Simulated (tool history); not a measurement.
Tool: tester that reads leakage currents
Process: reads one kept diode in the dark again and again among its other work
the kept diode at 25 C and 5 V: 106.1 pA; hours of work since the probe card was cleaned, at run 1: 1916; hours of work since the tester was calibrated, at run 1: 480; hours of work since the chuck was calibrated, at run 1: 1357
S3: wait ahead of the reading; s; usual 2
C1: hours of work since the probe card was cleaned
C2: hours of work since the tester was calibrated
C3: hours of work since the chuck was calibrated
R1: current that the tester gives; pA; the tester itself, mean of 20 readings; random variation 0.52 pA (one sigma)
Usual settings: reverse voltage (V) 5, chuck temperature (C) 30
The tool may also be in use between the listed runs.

run 1 hour=0 | reverse_voltage_(V)=5 chuck_temperature_(C)=30 S3=2 | C1=1916 C2=480 C3=1357 | R1=172.92
run 2 hour=58.1 | reverse_voltage_(V)=5 chuck_temperature_(C)=30 S3=2 | C1=1948 C2=512 C3=1389 | R1=172.53
run 3 hour=116.4 | reverse_voltage_(V)=5 chuck_temperature_(C)=36 S3=2 | C1=1981 C2=544 C3=1422 | R1=299.35
run 4 hour=158.1 | reverse_voltage_(V)=5 chuck_temperature_(C)=36 S3=2 | C1=2004 C2=567 C3=1445 | R1=300.29
run 5 hour=206.9 | reverse_voltage_(V)=5 chuck_temperature_(C)=36 S3=2 | C1=2030 C2=594 C3=1471 | R1=299.02
run 6 hour=265.3 | reverse_voltage_(V)=5 chuck_temperature_(C)=36 S3=2 | C1=2063 C2=626 C3=1504 | R1=298.22
run 7 hour=329.3 | reverse_voltage_(V)=5 chuck_temperature_(C)=36 S3=2 | C1=2098 C2=661 C3=1539 | R1=299.33
run 8 hour=365.8 | reverse_voltage_(V)=5 chuck_temperature_(C)=36 S3=1.59 | C1=2118 C2=681 C3=1559 | R1=299.6
run 9 hour=401.5 | reverse_voltage_(V)=5 chuck_temperature_(C)=30 S3=2 | C1=2138 C2=701 C3=1579 | R1=171.91
run 10 hour=465.7 | reverse_voltage_(V)=2.58 chuck_temperature_(C)=30 S3=2 | C1=2173 C2=736 C3=1614 | R1=121.27
run 11 hour=511.9 | reverse_voltage_(V)=6.67 chuck_temperature_(C)=30 S3=2 | C1=2198 C2=762 C3=1639 | R1=200.74
run 12 hour=546.6 | reverse_voltage_(V)=6.67 chuck_temperature_(C)=30 S3=2 | C1=2218 C2=781 C3=1659 | R1=201.22
run 13 hour=599.7 | reverse_voltage_(V)=5 chuck_temperature_(C)=30 S3=2 | C1=2247 C2=810 C3=1688 | R1=173.28
run 14 hour=642.1 | reverse_voltage_(V)=5 chuck_temperature_(C)=30 S3=2 | C1=2270 C2=834 C3=1711 | R1=172.05
run 15 hour=701.5 | reverse_voltage_(V)=5 chuck_temperature_(C)=30 S3=2.19 | C1=2303 C2=866 C3=1744 | R1=171.51
run 16 hour=741.9 | reverse_voltage_(V)=5 chuck_temperature_(C)=30 S3=1.2 | C1=2325 C2=889 C3=1766 | R1=172.3
run 17 hour=804.6 | reverse_voltage_(V)=5 chuck_temperature_(C)=30 S3=1.6 | C1=2360 C2=923 C3=1801 | R1=172.87
run 18 hour=863.1 | reverse_voltage_(V)=5 chuck_temperature_(C)=58 S3=2 | C1=2392 C2=955 C3=1833 | R1=1928.31
run 19 hour=905.9 | reverse_voltage_(V)=5 chuck_temperature_(C)=58 S3=2 | C1=2416 C2=979 C3=1857 | R1=1943.57
run 20 hour=965.6 | reverse_voltage_(V)=5 chuck_temperature_(C)=58 S3=2 | C1=2448 C2=1012 C3=1889 | R1=1930.22
run 21 hour=1018.4 | reverse_voltage_(V)=5 chuck_temperature_(C)=58 S3=2 | C1=2478 C2=1041 C3=1919 | R1=1935.08
-- hour=1030.5 chuck's temperature calibrated
run 22 hour=1083.9 | reverse_voltage_(V)=5 chuck_temperature_(C)=46 S3=0.69 | C1=2512 C2=1076 C3=29 | R1=723.83
run 23 hour=1144.3 | reverse_voltage_(V)=5 chuck_temperature_(C)=52 S3=2.05 | C1=2546 C2=1109 C3=63 | R1=1195.05
run 24 hour=1196.8 | reverse_voltage_(V)=5 chuck_temperature_(C)=52 S3=2.05 | C1=2575 C2=1138 C3=92 | R1=1194.86
run 25 hour=1245.6 | reverse_voltage_(V)=5 chuck_temperature_(C)=33 S3=2.09 | C1=2602 C2=1165 C3=119 | R1=229.06
run 26 hour=1287 | reverse_voltage_(V)=5 chuck_temperature_(C)=46 S3=2 | C1=2624 C2=1188 C3=141 | R1=722.23
run 27 hour=1354.9 | reverse_voltage_(V)=4.66 chuck_temperature_(C)=32 S3=2 | C1=2662 C2=1225 C3=179 | R1=200.28
run 28 hour=1397.4 | reverse_voltage_(V)=1.41 chuck_temperature_(C)=24 S3=0.35 | C1=2685 C2=1249 C3=202 | R1=51.13
run 29 hour=1453.7 | reverse_voltage_(V)=5 chuck_temperature_(C)=30 S3=0.35 | C1=2716 C2=1280 C3=233 | R1=177.56
run 30 hour=1486.1 | reverse_voltage_(V)=5 chuck_temperature_(C)=30 S3=1.23 | C1=2734 C2=1297 C3=251 | R1=172.04
run 31 hour=1543.4 | reverse_voltage_(V)=14.5 chuck_temperature_(C)=30 S3=2.4 | C1=2766 C2=1329 C3=283 | R1=302.73
run 32 hour=1602.4 | reverse_voltage_(V)=5 chuck_temperature_(C)=40 S3=2 | C1=2798 C2=1362 C3=315 | R1=430.07
run 33 hour=1645 | reverse_voltage_(V)=5 chuck_temperature_(C)=35 S3=2 | C1=2822 C2=1385 C3=339 | R1=273.85
run 34 hour=1711.7 | reverse_voltage_(V)=1.63 chuck_temperature_(C)=47 S3=3.92 | C1=2858 C2=1422 C3=375 | R1=436.06
run 35 hour=1772.2 | reverse_voltage_(V)=1.63 chuck_temperature_(C)=47 S3=3.92 | C1=2892 C2=1455 C3=409 | R1=437.83
run 36 hour=1837.1 | reverse_voltage_(V)=9.72 chuck_temperature_(C)=47 S3=1.84 | C1=2927 C2=1491 C3=444 | R1=1115.89
run 37 hour=1899.4 | reverse_voltage_(V)=9.72 chuck_temperature_(C)=47 S3=1.84 | C1=2962 C2=1525 C3=479 | R1=1111.98
run 38 hour=1966.6 | reverse_voltage_(V)=5.36 chuck_temperature_(C)=21 S3=2.15 | C1=2999 C2=1562 C3=516 | R1=74.86
run 39 hour=2036.4 | reverse_voltage_(V)=8.73 chuck_temperature_(C)=44 S3=2.44 | C1=3037 C2=1601 C3=554 | R1=811.72

4 ways to go on from here, each from the tool as it stands after run 39. What would each give?
run A hour=2088.1 | reverse_voltage_(V)=1.05 chuck_temperature_(C)=30 S3=2 | C1=3066 C2=1629 C3=583 | R1=?
run B hour=2088.1 | reverse_voltage_(V)=8.73 chuck_temperature_(C)=26 S3=0.83 | C1=3066 C2=1629 C3=583 | R1=?
run C hour=2088.1 | reverse_voltage_(V)=8.73 chuck_temperature_(C)=44 S3=1.06 | C1=3066 C2=1629 C3=583 | R1=?
run D hour=2088.1 | reverse_voltage_(V)=3.86 chuck_temperature_(C)=25 S3=2 | C1=3066 C2=1629 C3=583 | R1=?

run=A R1=75.9
run=B R1=161.54
run=C R1=815.85
run=D R1=93.55
Without the tool's hidden state the same runs would have given:
run=A R1=75.94
run=B R1=161.45
run=C R1=816.26
run=D R1=93.53
